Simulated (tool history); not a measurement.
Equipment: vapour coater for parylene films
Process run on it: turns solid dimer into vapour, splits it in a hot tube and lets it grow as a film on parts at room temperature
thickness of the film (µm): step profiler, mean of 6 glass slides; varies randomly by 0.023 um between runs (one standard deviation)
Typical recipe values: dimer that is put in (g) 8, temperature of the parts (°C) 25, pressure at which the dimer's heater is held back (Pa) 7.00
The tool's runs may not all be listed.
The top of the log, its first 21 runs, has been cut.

run,hour,dimer that is put in (g),temperature of the parts (°C),pressure at which the dimer's heater is held back (Pa),thickness of the film (µm)
22,325.7,8,25,7.00,1.40
23,343.3,8,25,7.00,1.38
24,355.6,4,25,7.00,0.69
25,374.1,4,25,2.51,0.81
26,387.2,10,28,8.28,1.45
27,397.4,10,34,3.20,1.36
28,417.9,10,34,3.20,1.36
29,435.9,10,34,3.20,1.28
# hour 449.0: trap's valve overhauled
30,459.9,7,27,10.20,1.16
31,477.8,7,27,3.44,1.37
32,487.8,8,25,2.60,1.84
33,499.8,8,18,5.52,2.17
34,509.0,8,33,2.07,1.28
35,523.2,8,33,2.07,1.28
36,543.0,8,33,2.07,1.30
37,561.4,10,17,8.39,2.59
38,571.8,4,23,7.00,0.79
39,588.5,3,34,4.24,0.42
40,598.2,11,25,3.39,2.26
41,607.8,3,25,10.82,0.51
42,625.8,9,17,6.80,2.36
# hour 640.5: table's thermometer calibrated
43,643.1,9,17,6.80,2.33
44,652.4,9,17,6.80,2.29
45,668.5,9,17,6.80,2.28
46,679.6,9,17,6.80,2.27

Here are 3 independent what-if runs from the current tool condition. What would each one return?
A,696.2,13,22,3.12,?
B,696.2,9,25,7.00,?
C,696.2,8,29,7.00,?

run,thickness of the film (µm)
A,2.97
B,1.65
C,1.20
With no hidden state in the tool, these same runs would have given:
run,thickness of the film (µm)
A,3.17
B,1.76
C,1.28
